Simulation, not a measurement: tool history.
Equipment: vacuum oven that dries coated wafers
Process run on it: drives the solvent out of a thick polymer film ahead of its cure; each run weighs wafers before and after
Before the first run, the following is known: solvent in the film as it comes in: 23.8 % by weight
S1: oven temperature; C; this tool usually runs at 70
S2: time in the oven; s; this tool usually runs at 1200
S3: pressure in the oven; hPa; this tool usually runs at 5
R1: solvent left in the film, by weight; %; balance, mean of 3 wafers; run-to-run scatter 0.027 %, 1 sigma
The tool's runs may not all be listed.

| run | hour | S1 | S2 | S3 | R1 |
|---|---|---|---|---|---|
| 1 | 0 | 70 | 1200 | 5 | 1.17 |
| 2 | 57.1 | 70 | 1200 | 5 | 1.15 |
| 3 | 88.4 | 70 | 1200 | 5 | 1.2 |
| 4 | 135.5 | 70 | 1200 | 5 | 1.27 |
| 5 | 187.4 | 70 | 1200 | 5 | 1.28 |
| 6 | 261.9 | 59 | 1200 | 5 | 3.62 |
| 7 | 335.5 | 59 | 1200 | 5 | 3.72 |
| 8 | 378.7 | 59 | 1200 | 5 | 3.65 |
| 9 | 417.5 | 77 | 1200 | 5 | 0.56 |
| 10 | 488.6 | 77 | 1200 | 5 | 0.63 |
| 11 | 562 | 77 | 1200 | 5 | 0.6 |
|  | 582 | oven's thermocouples calibrated |
| 12 | 604.9 | 70 | 1200 | 13.65 | 1.67 |
| 13 | 681.4 | 70 | 1200 | 13.65 | 1.71 |
| 14 | 717.3 | 70 | 1200 | 13.65 | 1.7 |
| 15 | 759.7 | 70 | 1200 | 13.65 | 1.71 |
| 16 | 795.1 | 70 | 1200 | 5 | 1.2 |
| 17 | 847.5 | 70 | 1200 | 5 | 1.22 |
| 18 | 887.9 | 70 | 1200 | 5 | 1.23 |
| 19 | 962.5 | 70 | 1200 | 5 | 1.23 |
| 20 | 1012 | 70 | 1200 | 5 | 1.29 |
| 21 | 1055.5 | 70 | 1200 | 5 | 1.23 |
| 22 | 1118.2 | 70 | 1200 | 5 | 1.31 |
| 23 | 1173.3 | 70 | 1200 | 5 | 1.29 |
| 24 | 1243.7 | 70 | 1200 | 5 | 1.33 |
| 25 | 1307.4 | 70 | 1740 | 9 | 0.97 |
| 26 | 1366.4 | 67 | 1200 | 5 | 1.81 |
| 27 | 1409.9 | 75 | 1080 | 18.83 | 1.65 |
| 28 | 1465.9 | 58 | 1080 | 3.9 | 4.56 |
| 29 | 1522 | 58 | 1740 | 3.9 | 2.25 |
|  | 1550.8 | oven's thermocouples calibrated |
| 30 | 1557.4 | 58 | 1740 | 3.9 | 2.13 |
| 31 | 1590.2 | 58 | 960 | 3.9 | 5.18 |
| 32 | 1636.9 | 58 | 780 | 10.57 | 7.11 |
| 33 | 1710.2 | 58 | 780 | 10.57 | 7.19 |
| 34 | 1754.3 | 63 | 720 | 10.57 | 5.88 |
| 35 | 1804.5 | 77 | 1200 | 5 | 0.69 |
| 36 | 1840 | 77 | 1200 | 5 | 0.63 |
| 37 | 1903.9 | 71 | 1560 | 3.18 | 0.63 |
| 38 | 1965.7 | 70 | 1080 | 5 | 1.63 |
| 39 | 1998.5 | 82 | 1500 | 5 | 0.33 |
| 40 | 2071.9 | 69 | 780 | 11.8 | 3.69 |
| 41 | 2144.8 | 57 | 780 | 17.98 | 8.2 |
| 42 | 2218 | 57 | 1560 | 16.13 | 4.24 |
| 43 | 2264.6 | 55 | 1560 | 9.12 | 4.12 |
| 44 | 2301.2 | 55 | 1560 | 9.12 | 4.17 |
| 45 | 2355.2 | 66 | 1800 | 2.62 | 0.95 |
| 46 | 2417 | 66 | 1800 | 9.39 | 1.42 |
| 47 | 2461 | 56 | 720 | 5 | 8.19 |
|  | 2521.3 | oven's thermocouples calibrated |
| 48 | 2528.8 | 66 | 1200 | 2.69 | 1.93 |

Branching from run 48: 3 alternative next runs. What would each branch give?
| A | 2597 | 70 | 660 | 11.08 | ? |
| B | 2597 | 66 | 720 | 2.69 | ? |
| C | 2597 | 58 | 1380 | 5 | ? |

| run | R1 |
|---|---|
| A | 4.28 |
| B | 4.57 |
| C | 3.53 |
Without the tool's unlogged condition, the same runs would have read:
| run | R1 |
|---|---|
| A | 3.93 |
| B | 4.17 |
| C | 2.96 |
